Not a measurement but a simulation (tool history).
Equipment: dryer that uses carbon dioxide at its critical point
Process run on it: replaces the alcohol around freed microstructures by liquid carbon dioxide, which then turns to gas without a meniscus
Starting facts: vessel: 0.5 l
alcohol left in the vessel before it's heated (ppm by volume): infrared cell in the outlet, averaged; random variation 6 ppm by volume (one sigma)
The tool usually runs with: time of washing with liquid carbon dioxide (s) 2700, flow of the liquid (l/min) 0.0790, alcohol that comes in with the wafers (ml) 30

| run | hour | time of washing with liquid carbon dioxide (s) | flow of the liquid (l/min) | alcohol that comes in with the wafers (ml) | alcohol left in the vessel before it's heated (ppm by volume) |
|---|---|---|---|---|---|
| 1 | 0.0 | 2700 | 0.0790 | 30 | 289 |
| 2 | 3.9 | 2700 | 0.1163 | 30 | 62 |
| 3 | 11.3 | 3180 | 0.0790 | 30 | 132 |
| 4 | 15.8 | 2700 | 0.0790 | 30 | 279 |
| 5 | 25.1 | 2700 | 0.0790 | 30 | 281 |
| 6 | 34.1 | 2700 | 0.0790 | 30 | 293 |
| 7 | 41.1 | 2700 | 0.0790 | 30 | 289 |
| 8 | 48.9 | 2700 | 0.0790 | 30 | 291 |
| 9 | 56.0 | 2700 | 0.0790 | 88 | 751 |
| 10 | 61.0 | 2700 | 0.1009 | 88 | 205 |
| 11 | 65.1 | 2700 | 0.1009 | 88 | 216 |
| 12 | 70.6 | 3420 | 0.0668 | 28 | 207 |
| 13 | 76.8 | 2280 | 0.1001 | 28 | 216 |
| 14 | 84.1 | 2280 | 0.1001 | 28 | 213 |
| 15 | 87.9 | 4260 | 0.1184 | 103 | 60 |
| 16 | 93.1 | 3240 | 0.0542 | 103 | 2283 |
| 17 | 100.1 | 3240 | 0.0542 | 103 | 2286 |
| 18 | 109.0 | 2700 | 0.0544 | 64 | 3046 |
| 19 | 118.0 | 3240 | 0.1076 | 55 | 76 |
| 20 | 127.1 | 3240 | 0.1076 | 55 | 75 |
| 21 | 134.6 | 2160 | 0.0790 | 30 | 833 |
| 22 | 139.0 | 4260 | 0.1234 | 87 | 67 |

Selected run-to-run steps in alcohol left in the vessel before it's heated (ppm by volume), each split into two signed amounts: the part the tool would show with no hidden state at all (from settings, incoming material and random variation), and the remainder, which goes to the hidden state together with any gauge scatter not common to the measured and the hidden-state-free results:
Hidden state at play: flow that reaches the vessel past the clogged filter, %; alcohol in the recycled carbon dioxide, ppm; drift of the gauge itself on alcohol_ppm, %.
Run 15 -> 16: time of washing with liquid carbon dioxide (s) 4260 -> 3240, flow of the liquid (l/min) 0.1184 -> 0.0542. alcohol left in the vessel before it's heated (ppm by volume) +2223: hidden state +257, all else +1966.
Run 18 -> 19: time of washing with liquid carbon dioxide (s) 2700 -> 3240, flow of the liquid (l/min) 0.0544 -> 0.1076, alcohol that comes in with the wafers (ml) 64 -> 55. alcohol left in the vessel before it's heated (ppm by volume) -2970: hidden state -304, all else -2666.
